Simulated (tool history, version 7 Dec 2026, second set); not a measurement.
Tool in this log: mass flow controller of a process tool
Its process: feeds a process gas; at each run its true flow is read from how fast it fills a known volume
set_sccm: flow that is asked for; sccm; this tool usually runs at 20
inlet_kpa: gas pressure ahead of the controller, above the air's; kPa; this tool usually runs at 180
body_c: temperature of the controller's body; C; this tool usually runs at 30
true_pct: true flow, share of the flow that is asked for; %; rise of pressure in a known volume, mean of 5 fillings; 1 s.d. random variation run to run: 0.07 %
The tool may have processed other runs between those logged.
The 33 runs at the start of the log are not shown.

run,day,set_sccm,inlet_kpa,body_c,true_pct
34,175.488,20,252,30,99.48
35,180.612,31,145,28,99.68
36,185.096,31,145,28,99.58
37,188.317,31,145,28,99.74
38,194.217,28,180,30,99.40
39,199.304,13,148,28,101.32
40,202.767,20,207,23,100.32
41,206.204,8,180,30,103.17
42,212.838,20,143,30,100.19

Here are 5 independent what-if runs from the current tool condition. What would each one return?
A,219.625,20,143,20,?
B,219.625,20,264,26,?
C,219.625,23,188,22,?
D,219.625,20,180,23,?
E,219.625,20,272,35,?

run,true_pct
A,100.99
B,99.68
C,100.19
D,100.45
E,98.94
With no hidden state in the tool, these same runs would have given:
run,true_pct
A,100.34
B,99.03
C,99.85
D,99.80
E,98.29

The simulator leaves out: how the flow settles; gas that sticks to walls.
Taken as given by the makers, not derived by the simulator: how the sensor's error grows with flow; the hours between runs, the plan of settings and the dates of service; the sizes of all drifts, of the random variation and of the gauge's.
